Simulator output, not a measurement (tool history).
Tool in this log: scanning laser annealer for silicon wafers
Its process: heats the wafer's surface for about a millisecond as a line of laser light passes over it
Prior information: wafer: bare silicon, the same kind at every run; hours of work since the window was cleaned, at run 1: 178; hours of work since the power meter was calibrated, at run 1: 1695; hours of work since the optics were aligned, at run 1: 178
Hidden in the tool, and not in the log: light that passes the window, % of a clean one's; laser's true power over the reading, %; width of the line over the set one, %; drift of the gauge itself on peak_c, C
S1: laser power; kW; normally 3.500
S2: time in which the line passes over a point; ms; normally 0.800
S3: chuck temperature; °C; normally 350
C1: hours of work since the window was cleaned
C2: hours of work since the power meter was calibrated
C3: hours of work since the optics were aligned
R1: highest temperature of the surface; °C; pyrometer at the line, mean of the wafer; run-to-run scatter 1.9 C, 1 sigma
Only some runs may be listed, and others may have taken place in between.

run	day	S1	S2	S3	C1	C2	C3	R1
1	0.000	3.500	0.800	350	178	1695	178	1170
2	2.671	3.500	0.800	350	222	1739	222	1160
3	5.504	3.500	0.800	350	268	1785	268	1160
4	8.533	3.500	0.800	364	317	1835	317	1168
5	10.717	3.500	0.800	364	353	1870	353	1168
6	13.700	3.500	0.800	350	402	1919	402	1145
7	16.033	3.500	0.800	350	440	1957	440	1143
8	17.458	3.500	0.800	350	463	1981	463	1137
# day 20.512: window over the wafer cleaned
9	20.512	3.500	0.800	350	0	2029	512	1173
10	23.079	3.500	0.800	350	42	2071	554	1174
11	24.925	3.500	0.800	350	72	2101	584	1168
12	28.075	3.500	0.800	350	124	2153	635	1162
13	29.767	3.227	0.800	350	151	2180	663	1091
14	32.258	3.487	0.800	350	192	2221	704	1156
15	34.000	3.487	0.800	350	220	2249	732	1152
16	36.721	3.516	0.800	350	265	2294	776	1152
17	38.221	3.516	0.800	350	289	2318	801	1152
18	39.662	3.516	0.800	350	313	2342	825	1146
19	41.442	3.500	0.800	374	342	2371	854	1169
# day 44.067: optics aligned, line set to its width
20	44.271	3.500	0.608	350	385	2414	3	1060
21	47.471	2.989	0.800	324	437	2466	56	994
22	50.042	3.364	0.607	312	479	2508	98	984
23	51.883	3.500	0.959	350	509	2538	128	1209
# day 52.112: window over the wafer cleaned
24	53.492	3.500	0.959	350	23	2563	153	1238
25	54.975	3.500	0.602	385	47	2587	177	1109
26	57.883	3.500	0.561	390	94	2635	224	1089
27	59.838	3.694	0.823	316	126	2667	256	1192
28	62.533	3.500	0.660	328	170	2711	300	1073
29	64.675	3.500	0.734	362	205	2746	335	1139
30	66.167	3.620	0.979	350	230	2770	360	1264
31	68.288	3.620	0.979	314	264	2805	394	1223
32	71.217	3.777	0.979	353	312	2853	442	1298
33	72.812	3.500	0.567	340	338	2879	468	1022
34	74.854	3.609	0.809	330	372	2912	502	1153
35	76.817	3.609	0.809	330	404	2944	534	1150
36	79.375	3.225	0.856	330	445	2986	575	1071
37	81.925	3.269	0.800	332	487	3028	617	1057
# day 83.529: window over the wafer cleaned
38	84.738	3.107	0.847	347	20	3072	662	1080
39	87.517	3.230	0.950	332	65	3118	707	1135

Results for each run, recomputed without the tool's hidden state and with each run's random variation untouched:
run	R1
1	1194
2	1188
3	1193
4	1205
5	1208
6	1189
7	1191
8	1187
9	1191
10	1195
11	1192
12	1191
13	1120
14	1191
15	1189
16	1194
17	1197
18	1192
19	1218
20	1095
21	1031
22	1024
23	1264
24	1257
25	1127
26	1110
27	1221
28	1102
29	1172
30	1306
31	1269
32	1351
33	1063
34	1204
35	1204
36	1124
37	1112
38	1105
39	1167

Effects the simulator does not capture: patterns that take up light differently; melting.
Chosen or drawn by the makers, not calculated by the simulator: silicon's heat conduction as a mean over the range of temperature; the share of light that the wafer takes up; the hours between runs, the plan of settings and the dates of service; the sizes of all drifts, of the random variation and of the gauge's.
